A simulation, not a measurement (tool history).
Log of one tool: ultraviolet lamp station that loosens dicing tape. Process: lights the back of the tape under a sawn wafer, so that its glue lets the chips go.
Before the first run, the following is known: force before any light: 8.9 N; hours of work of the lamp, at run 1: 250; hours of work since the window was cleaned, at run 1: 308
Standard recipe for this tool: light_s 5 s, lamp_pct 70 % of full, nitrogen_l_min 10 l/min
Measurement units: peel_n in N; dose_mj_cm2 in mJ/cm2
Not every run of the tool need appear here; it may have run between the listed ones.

run,hour,light_s,lamp_pct,nitrogen_l_min,hours of work of the lamp,hours of work since the window was cleaned,peel_n,dose_mj_cm2
1,0.0,5,70,10,250,308,0.959,351
2,54.9,5,70,10,283,341,1.068,338
3,86.9,5,72,10,302,360,1.039,346
# hour 106.1: window cleaned of glue's vapour
4,152.8,5,71,10,342,28,0.815,380
5,194.4,5,71,10,367,53,0.871,369
6,237.9,5,71,10,393,79,0.973,358
7,285.4,5,70,10,422,108,0.993,347
8,337.9,5,70,10,453,140,1.084,337
9,390.6,5,70,10,485,171,1.120,324
10,458.0,5,70,10,526,212,1.293,307
11,497.8,5,70,10,550,236,1.323,306
12,529.0,5,70,10,568,255,1.358,291
13,573.5,5,70,11,595,282,1.417,280
14,633.3,5,64,11,631,318,1.718,247
15,662.4,5,64,11,649,335,1.759,241
16,696.9,5,67,10,670,356,1.837,247
# hour 718.6: window cleaned of glue's vapour
17,728.3,5,67,10,688,6,1.448,280
18,765.9,5,70,10,711,28,1.406,283
19,798.0,5,76,10,730,48,1.282,300
20,845.3,5,76,10,759,76,1.377,288
21,883.6,5,76,10,782,99,1.474,285
22,925.4,5,76,10,807,125,1.554,268
# hour 947.3: lamp changed
23,977.7,2,84,5,18,156,2.687,208
24,1019.9,5,87,17,44,181,0.370,524
25,1052.3,5,70,20,63,201,0.567,407
26,1093.5,5,74,20,88,225,0.540,422
27,1162.4,5,74,20,130,267,0.592,409
28,1206.0,5,74,20,156,293,0.604,391
29,1236.4,5,66,13,174,311,0.874,349
30,1298.3,5,82,14,212,349,0.635,417
# hour 1336.1: window cleaned of glue's vapour
31,1352.3,5,82,14,244,10,0.469,463
32,1417.8,5,64,14,283,49,0.916,351
33,1474.4,5,64,14,317,83,0.942,332
34,1540.5,5,69,5,357,123,1.285,348
35,1611.4,5,73,10,400,166,0.998,351
36,1653.6,3,94,4,425,191,2.156,265
37,1689.1,3,94,4,447,213,2.259,252
38,1749.3,5,70,14,483,249,1.155,304
39,1784.3,5,70,14,504,270,1.209,299
40,1839.3,8,99,14,537,303,0.267,643
41,1899.9,8,99,14,574,340,0.284,617
42,1947.1,6,70,10,602,368,1.201,314
# hour 1950.8: window cleaned of glue's vapour
43,1996.9,3,94,9,632,28,1.902,235
44,2036.5,3,94,9,656,52,1.992,229

Branching from run 44: 3 alternative next runs. What would each branch give?
A,2091.5,3,94,7,689,85,?,?
B,2091.5,7,62,9,689,85,?,?
C,2091.5,5,75,9,689,85,?,?

run,peel_n,dose_mj_cm2
A,2.371,221
B,1.057,348
C,1.355,295
Without the tool's unlogged condition, the same runs would have read:
run,peel_n,dose_mj_cm2
A,0.982,379
B,0.357,597
C,0.468,507

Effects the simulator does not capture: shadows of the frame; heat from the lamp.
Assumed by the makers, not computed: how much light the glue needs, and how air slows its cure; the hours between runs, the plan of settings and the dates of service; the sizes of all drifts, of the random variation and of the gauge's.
